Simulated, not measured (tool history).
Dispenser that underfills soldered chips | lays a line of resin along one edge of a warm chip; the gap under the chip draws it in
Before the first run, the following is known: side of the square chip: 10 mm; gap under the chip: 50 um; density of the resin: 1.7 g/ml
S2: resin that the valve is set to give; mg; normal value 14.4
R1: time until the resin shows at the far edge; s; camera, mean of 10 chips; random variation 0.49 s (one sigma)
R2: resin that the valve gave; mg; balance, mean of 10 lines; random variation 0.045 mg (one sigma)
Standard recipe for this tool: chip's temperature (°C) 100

Run 1, day 0: usual settings. Result: R1 115.4 s, R2 14.03 mg.
At day 0.038: new syringe of resin.
Run 2, day 0.188: usual settings but S2 16.6 mg. Result: R1 51 s, R2 16.21 mg.
Run 3, day 0.354: usual settings but S2 16.6 mg. Result: R1 64.9 s, R2 16.1 mg.
Run 4, day 0.658: usual settings. Result: R1 103.3 s, R2 14 mg.
At day 0.792: new syringe of resin.
Run 5, day 0.867: usual settings but S2 14.7 mg. Result: R1 45.3 s, R2 14.27 mg.
Run 6, day 1.192: usual settings. Result: R1 74.5 s, R2 13.93 mg.
Run 7, day 1.412: usual settings but chip's temperature (°C) 107. Result: R1 75.3 s, R2 13.87 mg.
At day 1.538: new syringe of resin.
Run 8, day 1.617: usual settings but chip's temperature (°C) 113. Result: R1 27.1 s, R2 13.93 mg.
Run 9, day 1.8: usual settings but S2 15.4 mg. Result: R1 60.4 s, R2 14.86 mg.
Run 10, day 1.996: usual settings but chip's temperature (°C) 102. Result: R1 74.9 s, R2 13.86 mg.
Run 11, day 2.204: usual settings but chip's temperature (°C) 90. Result: R1 176.5 s, R2 13.79 mg.
At day 2.296: new syringe of resin.
Run 12, day 2.458: usual settings. Result: R1 52.4 s, R2 13.83 mg.
Run 13, day 2.712: usual settings. Result: R1 76.5 s, R2 13.83 mg.
Run 14, day 2.954: usual settings. Result: R1 107.2 s, R2 13.75 mg.
At day 3.042: new syringe of resin.
Run 15, day 3.175: usual settings but chip's temperature (°C) 102. Result: R1 46.6 s, R2 13.79 mg.
Run 16, day 3.371: usual settings but chip's temperature (°C) 102. Result: R1 60.4 s, R2 13.64 mg.
Run 17, day 3.508: usual settings but chip's temperature (°C) 102. Result: R1 74.7 s, R2 13.6 mg.
At day 3.762: dispensing valve cleaned and set on the balance.
Run 18, day 3.767: usual settings. Result: R1 113.4 s, R2 14.38 mg.
At day 3.825: new syringe of resin.
Run 19, day 3.942: usual settings. Result: R1 48.6 s, R2 14.46 mg.
Run 20, day 4.25: usual settings. Result: R1 75.7 s, R2 14.38 mg.
Run 21, day 4.45: usual settings but chip's temperature (°C) 87, S2 12.3 mg. Result: R1 192.1 s, R2 12.19 mg.
At day 4.562: new syringe of resin.
Run 22, day 4.6: usual settings but chip's temperature (°C) 87, S2 12.3 mg. Result: R1 81.1 s, R2 12.28 mg.
Run 23, day 4.75: usual settings but chip's temperature (°C) 87, S2 12.3 mg. Result: R1 101.7 s, R2 12.29 mg.
Run 24, day 5.008: usual settings but chip's temperature (°C) 87, S2 12.3 mg. Result: R1 146.2 s, R2 12.26 mg.
Run 25, day 5.146: usual settings but chip's temperature (°C) 91. Result: R1 146.1 s, R2 14.3 mg.
At day 5.317: new syringe of resin.
Run 26, day 5.338: usual settings but chip's temperature (°C) 91. Result: R1 63.9 s, R2 14.31 mg.
Run 27, day 5.538: usual settings but chip's temperature (°C) 91. Result: R1 84 s, R2 14.26 mg.
Run 28, day 5.783: usual settings but S2 12.8 mg. Result: R1 83.4 s, R2 12.66 mg.
Run 29, day 5.954: usual settings but chip's temperature (°C) 106, S2 17.2 mg. Result: R1 81.5 s, R2 17.06 mg.
At day 6.054: new syringe of resin.
Run 30, day 6.271: usual settings but chip's temperature (°C) 106, S2 17.2 mg. Result: R1 43.6 s, R2 16.96 mg.
Run 31, day 6.462: usual settings but chip's temperature (°C) 99, S2 13.3 mg. Result: R1 78.5 s, R2 13.13 mg.

The next listed run, before its measurement:
Run 32, day 6.646: usual settings but chip's temperature (°C) 106. Result: R1 ?, R2 ?.

R1: 75.4 s
R2: 14.18 mg
Without the tool's hidden state the same run would have given R1 30.2 s, R2 14.41 mg.

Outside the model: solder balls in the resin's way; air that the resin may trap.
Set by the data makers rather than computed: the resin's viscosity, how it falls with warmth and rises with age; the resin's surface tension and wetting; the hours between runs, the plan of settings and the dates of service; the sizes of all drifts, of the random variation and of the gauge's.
